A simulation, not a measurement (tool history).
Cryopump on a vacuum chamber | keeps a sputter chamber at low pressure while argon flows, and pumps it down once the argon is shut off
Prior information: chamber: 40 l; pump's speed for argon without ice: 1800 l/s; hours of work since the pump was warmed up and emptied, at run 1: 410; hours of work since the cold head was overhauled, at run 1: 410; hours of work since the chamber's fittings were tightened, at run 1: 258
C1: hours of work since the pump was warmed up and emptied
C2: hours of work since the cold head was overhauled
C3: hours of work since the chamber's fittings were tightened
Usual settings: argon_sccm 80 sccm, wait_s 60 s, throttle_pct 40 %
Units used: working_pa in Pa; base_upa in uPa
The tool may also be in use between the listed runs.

{"run": 1, "hour": 0.0, "argon_sccm": 80, "wait_s": 60, "throttle_pct": 40, "C1": 410, "C2": 410, "C3": 258, "working_pa": 0.2094, "base_upa": 1.38}
{"run": 2, "hour": 23.4, "argon_sccm": 80, "wait_s": 60, "throttle_pct": 40, "C1": 422, "C2": 422, "C3": 270, "working_pa": 0.2092, "base_upa": 1.38}
{"run": 3, "hour": 40.4, "argon_sccm": 80, "wait_s": 60, "throttle_pct": 40, "C1": 431, "C2": 431, "C3": 279, "working_pa": 0.2099, "base_upa": 1.35}
{"run": 4, "hour": 57.6, "argon_sccm": 126, "wait_s": 60, "throttle_pct": 40, "C1": 440, "C2": 440, "C3": 288, "working_pa": 0.3298, "base_upa": 1.37}
{"run": 5, "hour": 74.1, "argon_sccm": 80, "wait_s": 60, "throttle_pct": 40, "C1": 448, "C2": 448, "C3": 297, "working_pa": 0.2115, "base_upa": 1.45}
{"run": 6, "hour": 97.2, "argon_sccm": 80, "wait_s": 60, "throttle_pct": 40, "C1": 460, "C2": 460, "C3": 309, "working_pa": 0.2115, "base_upa": 1.39}
{"hour": 109.1, "done": "pump warmed up, emptied and cooled again"}
{"run": 7, "hour": 135.5, "argon_sccm": 80, "wait_s": 60, "throttle_pct": 40, "C1": 14, "C2": 478, "C3": 326, "working_pa": 0.1899, "base_upa": 1.31}
{"run": 8, "hour": 158.7, "argon_sccm": 80, "wait_s": 60, "throttle_pct": 40, "C1": 26, "C2": 490, "C3": 338, "working_pa": 0.1887, "base_upa": 1.32}
{"run": 9, "hour": 174.9, "argon_sccm": 80, "wait_s": 60, "throttle_pct": 40, "C1": 34, "C2": 498, "C3": 346, "working_pa": 0.1909, "base_upa": 1.34}
{"run": 10, "hour": 208.1, "argon_sccm": 80, "wait_s": 60, "throttle_pct": 40, "C1": 51, "C2": 515, "C3": 364, "working_pa": 0.1914, "base_upa": 1.31}
{"run": 11, "hour": 232.9, "argon_sccm": 80, "wait_s": 60, "throttle_pct": 40, "C1": 64, "C2": 528, "C3": 376, "working_pa": 0.1914, "base_upa": 1.34}
{"run": 12, "hour": 263.9, "argon_sccm": 80, "wait_s": 60, "throttle_pct": 40, "C1": 80, "C2": 544, "C3": 392, "working_pa": 0.1915, "base_upa": 1.37}
{"run": 13, "hour": 297.1, "argon_sccm": 80, "wait_s": 60, "throttle_pct": 40, "C1": 98, "C2": 562, "C3": 410, "working_pa": 0.1919, "base_upa": 1.35}
{"run": 14, "hour": 321.5, "argon_sccm": 45, "wait_s": 60, "throttle_pct": 40, "C1": 110, "C2": 574, "C3": 422, "working_pa": 0.1076, "base_upa": 1.35}
{"run": 15, "hour": 352.7, "argon_sccm": 45, "wait_s": 61, "throttle_pct": 40, "C1": 127, "C2": 590, "C3": 439, "working_pa": 0.1092, "base_upa": 1.35}
{"run": 16, "hour": 369.9, "argon_sccm": 80, "wait_s": 62, "throttle_pct": 40, "C1": 135, "C2": 599, "C3": 448, "working_pa": 0.1946, "base_upa": 1.31}
{"run": 17, "hour": 390.4, "argon_sccm": 80, "wait_s": 60, "throttle_pct": 36, "C1": 146, "C2": 610, "C3": 458, "working_pa": 0.2161, "base_upa": 1.37}
{"run": 18, "hour": 418.1, "argon_sccm": 80, "wait_s": 132, "throttle_pct": 28, "C1": 160, "C2": 624, "C3": 473, "working_pa": 0.2755, "base_upa": 0.79}
{"run": 19, "hour": 444.7, "argon_sccm": 80, "wait_s": 72, "throttle_pct": 24, "C1": 174, "C2": 638, "C3": 486, "working_pa": 0.3186, "base_upa": 1.23}
{"run": 20, "hour": 474.0, "argon_sccm": 80, "wait_s": 70, "throttle_pct": 34, "C1": 189, "C2": 653, "C3": 502, "working_pa": 0.2282, "base_upa": 1.3}
{"run": 21, "hour": 498.8, "argon_sccm": 80, "wait_s": 103, "throttle_pct": 40, "C1": 202, "C2": 666, "C3": 514, "working_pa": 0.1973, "base_upa": 0.95}
{"run": 22, "hour": 516.7, "argon_sccm": 100, "wait_s": 100, "throttle_pct": 40, "C1": 212, "C2": 676, "C3": 524, "working_pa": 0.247, "base_upa": 0.91}
{"run": 23, "hour": 534.0, "argon_sccm": 100, "wait_s": 100, "throttle_pct": 43, "C1": 221, "C2": 685, "C3": 533, "working_pa": 0.2305, "base_upa": 0.99}
{"run": 24, "hour": 555.9, "argon_sccm": 35, "wait_s": 48, "throttle_pct": 43, "C1": 232, "C2": 696, "C3": 544, "working_pa": 0.0809, "base_upa": 1.72}
{"run": 25, "hour": 592.8, "argon_sccm": 35, "wait_s": 48, "throttle_pct": 43, "C1": 251, "C2": 715, "C3": 563, "working_pa": 0.0821, "base_upa": 1.76}
{"run": 26, "hour": 616.3, "argon_sccm": 56, "wait_s": 166, "throttle_pct": 34, "C1": 263, "C2": 727, "C3": 575, "working_pa": 0.1614, "base_upa": 0.75}
{"run": 27, "hour": 644.7, "argon_sccm": 56, "wait_s": 39, "throttle_pct": 18, "C1": 278, "C2": 742, "C3": 590, "working_pa": 0.3004, "base_upa": 2.02}
{"run": 28, "hour": 678.7, "argon_sccm": 80, "wait_s": 60, "throttle_pct": 47, "C1": 296, "C2": 760, "C3": 608, "working_pa": 0.1752, "base_upa": 1.39}
{"run": 29, "hour": 713.6, "argon_sccm": 80, "wait_s": 60, "throttle_pct": 47, "C1": 314, "C2": 778, "C3": 626, "working_pa": 0.1734, "base_upa": 1.5}
{"run": 30, "hour": 745.1, "argon_sccm": 80, "wait_s": 60, "throttle_pct": 47, "C1": 330, "C2": 794, "C3": 642, "working_pa": 0.1755, "base_upa": 1.47}
{"run": 31, "hour": 772.9, "argon_sccm": 80, "wait_s": 60, "throttle_pct": 47, "C1": 345, "C2": 809, "C3": 657, "working_pa": 0.1749, "base_upa": 1.4}
{"run": 32, "hour": 808.4, "argon_sccm": 80, "wait_s": 287, "throttle_pct": 47, "C1": 363, "C2": 827, "C3": 675, "working_pa": 0.1769, "base_upa": 0.6}
{"run": 33, "hour": 835.7, "argon_sccm": 156, "wait_s": 138, "throttle_pct": 39, "C1": 377, "C2": 841, "C3": 689, "working_pa": 0.4111, "base_upa": 0.83}
{"run": 34, "hour": 854.0, "argon_sccm": 156, "wait_s": 138, "throttle_pct": 39, "C1": 387, "C2": 851, "C3": 699, "working_pa": 0.4113, "base_upa": 0.85}

Some steps in working_pa between neighbouring runs. How much of each would the tool show without its hidden state too (settings, what came in, random variation), and how much is left for the hidden state, with any gauge scatter that isn't in both results?
Unlogged tool condition in this case: pump's speed, % of a pump's without ice; cold plate's temperature, K; leak into the chamber, uPa l/s; drift of the gauge itself on working_pa, %; drift of the gauge itself on base_upa, %.
Run 3 -> 4: argon_sccm 80 -> 126. working_pa +0.1199 Pa: hidden state +0.0135, all else +0.1064.
Run 6 -> 7: pump warmed up, emptied and cooled again. working_pa -0.0216 Pa: hidden state -0.0227, all else +0.0011.
Run 23 -> 24: argon_sccm 100 -> 35, wait_s 100 -> 48. working_pa -0.1496 Pa: hidden state -0.0079, all else -0.1417.
Run 26 -> 27: wait_s 166 -> 39, throttle_pct 34 -> 18. working_pa +0.1390 Pa: hidden state +0.0006, all else +0.1384.
Run 32 -> 33: argon_sccm 80 -> 156, wait_s 287 -> 138, throttle_pct 47 -> 39. working_pa +0.2342 Pa: hidden state +0.0178, all else +0.2164.

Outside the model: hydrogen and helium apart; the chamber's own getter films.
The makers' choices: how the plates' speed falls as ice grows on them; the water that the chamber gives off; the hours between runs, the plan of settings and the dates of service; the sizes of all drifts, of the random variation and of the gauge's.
